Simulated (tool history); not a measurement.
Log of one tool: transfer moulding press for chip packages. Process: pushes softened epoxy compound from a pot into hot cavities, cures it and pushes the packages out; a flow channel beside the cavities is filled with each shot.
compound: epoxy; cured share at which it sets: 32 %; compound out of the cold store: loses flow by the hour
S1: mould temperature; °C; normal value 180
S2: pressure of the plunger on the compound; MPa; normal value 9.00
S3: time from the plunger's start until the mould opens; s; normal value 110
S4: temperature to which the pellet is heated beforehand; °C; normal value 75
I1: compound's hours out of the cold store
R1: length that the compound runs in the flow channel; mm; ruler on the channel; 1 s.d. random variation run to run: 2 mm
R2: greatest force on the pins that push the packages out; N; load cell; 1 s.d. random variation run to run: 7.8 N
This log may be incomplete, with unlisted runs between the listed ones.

run 1 hour=0.0 | S1=180 S2=9.00 S3=110 S4=75 | I1=21.8 | R1=808 R2=444
run 2 hour=9.2 | S1=180 S2=9.00 S3=101 S4=75 | I1=11.4 | R1=855 R2=565
run 3 hour=16.8 | S1=180 S2=9.00 S3=110 S4=75 | I1=15.2 | R1=836 R2=472
-- hour=20.9 cavities cleaned with cleaning compound and waxed
run 4 hour=30.9 | S1=180 S2=10.25 S3=110 S4=75 | I1=18.7 | R1=874 R2=391
run 5 hour=42.6 | S1=180 S2=10.25 S3=110 S4=75 | I1=12.2 | R1=906 R2=452
run 6 hour=52.0 | S1=180 S2=10.25 S3=110 S4=75 | I1=21.4 | R1=862 R2=440
run 7 hour=62.6 | S1=185 S2=9.00 S3=110 S4=75 | I1=22.1 | R1=784 R2=385
-- hour=73.7 cavities cleaned with cleaning compound and waxed
run 8 hour=75.7 | S1=181 S2=9.00 S3=110 S4=69 | I1=40.1 | R1=733 R2=329
run 9 hour=86.8 | S1=181 S2=9.00 S3=110 S4=69 | I1=18.4 | R1=813 R2=377
run 10 hour=92.9 | S1=181 S2=9.00 S3=110 S4=69 | I1=10.0 | R1=853 R2=413
run 11 hour=101.1 | S1=180 S2=7.15 S3=110 S4=73 | I1=37.7 | R1=659 R2=407
run 12 hour=107.7 | S1=180 S2=9.00 S3=110 S4=79 | I1=13.7 | R1=830 R2=452
run 13 hour=118.2 | S1=180 S2=9.00 S3=110 S4=79 | I1=14.7 | R1=833 R2=469

Each row is a separate what-if for the run after 13, all from the same tool condition, not one after another. Results?
-- hour=126.2 cavities cleaned with cleaning compound and waxed
run A hour=127.6 | S1=178 S2=9.00 S3=133 S4=72 | I1=36.8 | R1=? R2=?
-- hour=126.2 cavities cleaned with cleaning compound and waxed
run B hour=127.6 | S1=180 S2=9.55 S3=137 S4=75 | I1=13.6 | R1=? R2=?
-- hour=126.2 cavities cleaned with cleaning compound and waxed
run C hour=127.6 | S1=180 S2=9.00 S3=92 S4=85 | I1=22.1 | R1=? R2=?
-- hour=126.2 cavities cleaned with cleaning compound and waxed
run D hour=127.6 | S1=180 S2=9.00 S3=102 S4=75 | I1=27.3 | R1=? R2=?
-- hour=126.2 cavities cleaned with cleaning compound and waxed
run E hour=127.6 | S1=182 S2=9.00 S3=92 S4=75 | I1=19.8 | R1=? R2=?

run=A R1=749 R2=298
run=B R1=864 R2=299
run=C R1=793 R2=541
run=D R1=781 R2=425
run=E R1=801 R2=481
With the hidden condition removed and each run's random variation left untouched, the same runs would have given:
run=A R1=768 R2=294
run=B R1=886 R2=294
run=C R1=813 R2=542
run=D R1=800 R2=425
run=E R1=821 R2=481
